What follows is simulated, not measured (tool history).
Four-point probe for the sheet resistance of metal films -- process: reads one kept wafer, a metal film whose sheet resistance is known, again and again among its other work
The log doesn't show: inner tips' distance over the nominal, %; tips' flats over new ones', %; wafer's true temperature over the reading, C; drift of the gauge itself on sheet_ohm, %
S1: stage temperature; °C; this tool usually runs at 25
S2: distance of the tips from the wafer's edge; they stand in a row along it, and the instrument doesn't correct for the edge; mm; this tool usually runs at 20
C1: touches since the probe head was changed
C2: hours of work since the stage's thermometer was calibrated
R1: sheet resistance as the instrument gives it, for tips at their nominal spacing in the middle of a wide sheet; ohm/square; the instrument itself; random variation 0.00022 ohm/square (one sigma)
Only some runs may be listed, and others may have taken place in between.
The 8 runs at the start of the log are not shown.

Run 9, day 30.488: usual settings but S1 34 °C, S2 3 mm; C1 15178; C2 52. Result: R1 1.177956 ohm/square.
Run 10, day 33.204: usual settings but S1 34 °C, S2 3 mm; C1 16863; C2 79. Result: R1 1.178181 ohm/square.
Run 11, day 36.921: usual settings but S1 35 °C, S2 3 mm; C1 19166; C2 117. Result: R1 1.177258 ohm/square.
Run 12, day 39.812: usual settings but S1 35 °C, S2 3 mm; C1 20959; C2 146. Result: R1 1.177241 ohm/square.
Run 13, day 42.658: usual settings; C1 22722; C2 174. Result: R1 1.124154 ohm/square.
Run 14, day 47.471: usual settings; C1 25706; C2 222. Result: R1 1.124718 ohm/square.
Run 15, day 49.654: usual settings; C1 27057; C2 244. Result: R1 1.124636 ohm/square.
Run 16, day 53.688: usual settings but S1 34 °C; C1 29558; C2 285. Result: R1 1.116826 ohm/square.
Run 17, day 58.204: usual settings but S1 24 °C, S2 5 mm; C1 32358; C2 330. Result: R1 1.147263 ohm/square.
Run 18, day 60.958: usual settings but S1 34 °C, S2 3 mm; C1 34065; C2 358. Result: R1 1.17803 ohm/square.
Run 19, day 64.308: usual settings but S1 22 °C, S2 33 mm; C1 36140; C2 391. Result: R1 1.126288 ohm/square.
Run 20, day 68.029: usual settings but S1 32 °C, S2 58 mm; C1 38446; C2 429. Result: R1 1.117081 ohm/square.
Run 21, day 70.996: usual settings but S1 26 °C, S2 55 mm; C1 40286; C2 459. Result: R1 1.121996 ohm/square.
Run 22, day 74.983: usual settings but S1 26 °C, S2 55 mm; C1 42756; C2 499. Result: R1 1.122357 ohm/square.
Run 23, day 77.771: usual settings but S2 48 mm; C1 44485; C2 527. Result: R1 1.123148 ohm/square.
Run 24, day 80.629: usual settings but S2 48 mm; C1 46256; C2 555. Result: R1 1.123094 ohm/square.
Run 25, day 84.096: usual settings but S2 48 mm; C1 48405; C2 590. Result: R1 1.123297 ohm/square.
Run 26, day 87.625: usual settings but S1 31 °C, S2 19 mm; C1 50592; C2 625. Result: R1 1.119193 ohm/square.
Run 27, day 91.083: usual settings but S1 31 °C, S2 19 mm; C1 52735; C2 660. Result: R1 1.119494 ohm/square.
Run 28, day 93.146: usual settings but S1 31 °C, S2 19 mm; C1 54014; C2 681. Result: R1 1.119846 ohm/square.
Run 29, day 97.05: usual settings but S1 20 °C; C1 56434; C2 720. Result: R1 1.128936 ohm/square.
Run 30, day 101.946: usual settings but S1 20 °C; C1 59469; C2 769. Result: R1 1.128994 ohm/square.
Run 31, day 106.783: usual settings but S1 20 °C; C1 62468; C2 818. Result: R1 1.128908 ohm/square.
Run 32, day 110.983: usual settings but S1 20 °C, S2 3 mm; C1 65070; C2 860. Result: R1 1.190982 ohm/square.

What if the next run were any one of these 3? Each begins from the tool's condition after run 32:
Run A, day 113.971: usual settings but S1 23 °C, S2 68 mm; C1 66921; C2 890. Result: R1 ?.
Run B, day 113.971: usual settings but S1 30 °C, S2 40 mm; C1 66921; C2 890. Result: R1 ?.
Run C, day 113.971: usual settings but S1 23 °C, S2 3 mm; C1 66921; C2 890. Result: R1 ?.

run        R1
  A  1.124642
  B  1.119015
  C  1.188315
Take away the tool's hidden state, keep each run's random variation, and the runs would have read:
run        R1
  A  1.124779
  B  1.119152
  C  1.188459
